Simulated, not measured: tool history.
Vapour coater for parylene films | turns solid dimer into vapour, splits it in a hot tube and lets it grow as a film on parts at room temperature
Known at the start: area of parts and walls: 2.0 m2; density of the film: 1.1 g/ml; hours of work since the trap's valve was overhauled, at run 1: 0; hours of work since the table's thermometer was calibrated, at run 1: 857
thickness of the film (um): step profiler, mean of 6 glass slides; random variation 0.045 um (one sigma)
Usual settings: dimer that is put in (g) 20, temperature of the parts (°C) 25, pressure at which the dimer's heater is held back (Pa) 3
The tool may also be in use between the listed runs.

| run | hour | dimer that is put in (g) | temperature of the parts (°C) | pressure at which the dimer's heater is held back (Pa) | hours of work since the trap's valve was overhauled | hours of work since the table's thermometer was calibrated | thickness of the film (um) |
|---|---|---|---|---|---|---|---|
| 1 | 0 | 20 | 25 | 3 | 0 | 857 | 4.93 |
| 2 | 41.7 | 20 | 25 | 3 | 21 | 878 | 4.85 |
| 3 | 82.9 | 20 | 25 | 3 | 41 | 898 | 4.84 |
| 4 | 109.5 | 20 | 25 | 3 | 55 | 912 | 4.85 |
| 5 | 153.9 | 17 | 25 | 3 | 77 | 934 | 4.11 |
| 6 | 197.1 | 17 | 25 | 3 | 99 | 956 | 4.15 |
| 7 | 236.8 | 17 | 25 | 3 | 118 | 975 | 4.06 |
| 8 | 278.6 | 17 | 25 | 3 | 139 | 996 | 4.01 |
| 9 | 305.3 | 17 | 25 | 3 | 153 | 1010 | 4.1 |
| 10 | 339.5 | 17 | 25 | 3 | 170 | 1027 | 4.05 |
| 11 | 366.2 | 17 | 25 | 3 | 183 | 1040 | 4.07 |
| 12 | 403.6 | 20 | 25 | 2.45 | 202 | 1059 | 4.95 |
| 13 | 443.3 | 33 | 25 | 3 | 222 | 1079 | 7.72 |
| 14 | 467.3 | 20 | 17 | 3 | 234 | 1091 | 7 |
| 15 | 494.7 | 20 | 17 | 2.43 | 248 | 1105 | 7.29 |
| 16 | 514.9 | 20 | 25 | 3 | 258 | 1115 | 4.69 |
| 17 | 537.9 | 20 | 25 | 3 | 269 | 1126 | 4.7 |
| 18 | 579.7 | 20 | 25 | 2.77 | 290 | 1147 | 4.73 |
| 19 | 602.9 | 20 | 25 | 3 | 302 | 1159 | 4.6 |
| 20 | 636 | 20 | 30 | 3 | 318 | 1175 | 3.71 |
| 21 | 680.5 | 20 | 25 | 3.16 | 341 | 1198 | 4.53 |
| 22 | 722.1 | 20 | 25 | 3.16 | 361 | 1218 | 4.62 |
| 23 | 746 | 20 | 25 | 3.16 | 373 | 1230 | 4.56 |
| 24 | 781.4 | 20 | 17 | 3 | 391 | 1248 | 6.84 |
|  | 799.4 | trap's valve overhauled |
| 25 | 812.8 | 10 | 23 | 7.08 | 7 | 1262 | 2.19 |
| 26 | 839.2 | 31 | 21 | 2.72 | 20 | 1275 | 9.16 |
| 27 | 884 | 31 | 21 | 2.72 | 42 | 1297 | 9.2 |
| 28 | 926.4 | 21 | 36 | 4.74 | 64 | 1319 | 2.65 |
| 29 | 959.3 | 16 | 33 | 5.49 | 80 | 1335 | 2.28 |
| 30 | 1002.7 | 20 | 25 | 4.05 | 102 | 1357 | 4.53 |
| 31 | 1035.3 | 20 | 33 | 4.94 | 118 | 1373 | 2.92 |
| 32 | 1082.9 | 33 | 30 | 3.49 | 142 | 1397 | 5.87 |
| 33 | 1126.3 | 35 | 25 | 3 | 164 | 1419 | 8.11 |
| 34 | 1164.7 | 25 | 19 | 8.78 | 183 | 1438 | 6.24 |
| 35 | 1200.7 | 11 | 23 | 2.3 | 201 | 1456 | 3.02 |
| 36 | 1241.8 | 11 | 23 | 2.3 | 221 | 1476 | 2.92 |
| 37 | 1273.6 | 11 | 23 | 2.3 | 237 | 1492 | 2.92 |
| 38 | 1295.4 | 11 | 23 | 2.3 | 248 | 1503 | 2.93 |
| 39 | 1339.1 | 29 | 23 | 5.49 | 270 | 1525 | 6.52 |
| 40 | 1372.1 | 9 | 25 | 3 | 287 | 1542 | 2.09 |
| 41 | 1416.7 | 9 | 25 | 3 | 309 | 1564 | 2 |
| 42 | 1447.2 | 13 | 31 | 3 | 324 | 1579 | 2.23 |
| 43 | 1478.9 | 13 | 31 | 3 | 340 | 1595 | 2.23 |
| 44 | 1500.7 | 31 | 31 | 3 | 351 | 1606 | 5.32 |
| 45 | 1526.5 | 20 | 25 | 2.07 | 364 | 1619 | 4.98 |
| 46 | 1549.4 | 11 | 25 | 3.39 | 375 | 1630 | 2.41 |
|  | 1599.4 | trap's valve overhauled |
| 47 | 1599.4 | 10 | 18 | 3.39 | 0 | 1653 | 3.31 |

3 ways to go on from here, each from the tool as it stands after run 47. What would each give?
| A | 1636.6 | 21 | 18 | 3.98 | 19 | 1672 | ? |
| B | 1636.6 | 20 | 28 | 7.02 | 19 | 1672 | ? |
| C | 1636.6 | 16 | 24 | 4.91 | 19 | 1672 | ? |

| run | thickness of the film (um) |
|---|---|
| A | 6.7 |
| B | 3.48 |
| C | 3.6 |
Without the tool's hidden state the same runs would have given:
| run | thickness of the film (um) |
|---|---|
| A | 6.96 |
| B | 3.61 |
| C | 3.74 |

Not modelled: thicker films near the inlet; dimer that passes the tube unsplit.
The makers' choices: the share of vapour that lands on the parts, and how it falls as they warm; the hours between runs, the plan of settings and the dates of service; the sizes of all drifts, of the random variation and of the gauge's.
